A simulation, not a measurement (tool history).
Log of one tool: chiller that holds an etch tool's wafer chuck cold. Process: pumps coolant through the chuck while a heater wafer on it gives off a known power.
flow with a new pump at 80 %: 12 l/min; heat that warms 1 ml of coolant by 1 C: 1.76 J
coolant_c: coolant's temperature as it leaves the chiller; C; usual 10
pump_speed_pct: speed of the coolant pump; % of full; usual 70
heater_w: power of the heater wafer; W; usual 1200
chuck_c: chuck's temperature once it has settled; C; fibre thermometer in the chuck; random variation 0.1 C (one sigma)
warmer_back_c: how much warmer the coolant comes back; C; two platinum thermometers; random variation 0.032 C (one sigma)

run	hour	coolant_c	pump_speed_pct	heater_w	chuck_c	warmer_back_c
1	0.0	10	70	1200	24.4	3.91
2	37.5	10	71	1200	24.2	3.81
3	83.4	10	71	1200	24.1	3.84
4	128.0	10	71	1200	24.1	3.78
5	158.4	10	71	1200	24.2	3.77
6	209.5	9	70	1200	23.4	3.81
7	244.0	9	70	1200	23.2	3.76
8	287.8	10	82	1200	22.6	3.25
9	328.4	19	70	1200	33.4	3.75
10	352.5	19	70	1200	33.3	3.74
11	401.7	19	70	1200	33.2	3.72
12	432.2	10	70	769	19.2	2.31
13	462.7	10	70	769	19.3	2.30
14	505.9	0	67	1200	14.7	3.89
15	537.1	13	62	1200	28.7	4.24
16	583.2	4	68	1224	18.8	3.82
17	612.6	1	70	1200	15.5	3.62
18	655.2	1	70	1200	15.5	3.56
19	680.1	10	74	1111	22.7	3.14
20	705.8	10	74	1111	22.8	3.11
21	748.6	8	87	1740	25.4	4.30

5 ways to go on from here, each from the tool as it stands after run 21. What would each give?
A	797.6	8	84	1080	?	?
B	797.6	6	89	1408	?	?
C	797.6	11	70	683	?	?
D	797.6	8	77	738	?	?
E	797.6	10	74	1470	?	?

run	chuck_c	warmer_back_c
A	19.1	2.62
B	20.0	3.29
C	19.1	1.89
D	16.1	1.88
E	26.6	4.21
Without the tool's hidden state the same runs would have given:
run	chuck_c	warmer_back_c
A	19.0	2.94
B	19.9	3.60
C	19.0	2.20
D	16.1	2.19
E	26.6	4.53

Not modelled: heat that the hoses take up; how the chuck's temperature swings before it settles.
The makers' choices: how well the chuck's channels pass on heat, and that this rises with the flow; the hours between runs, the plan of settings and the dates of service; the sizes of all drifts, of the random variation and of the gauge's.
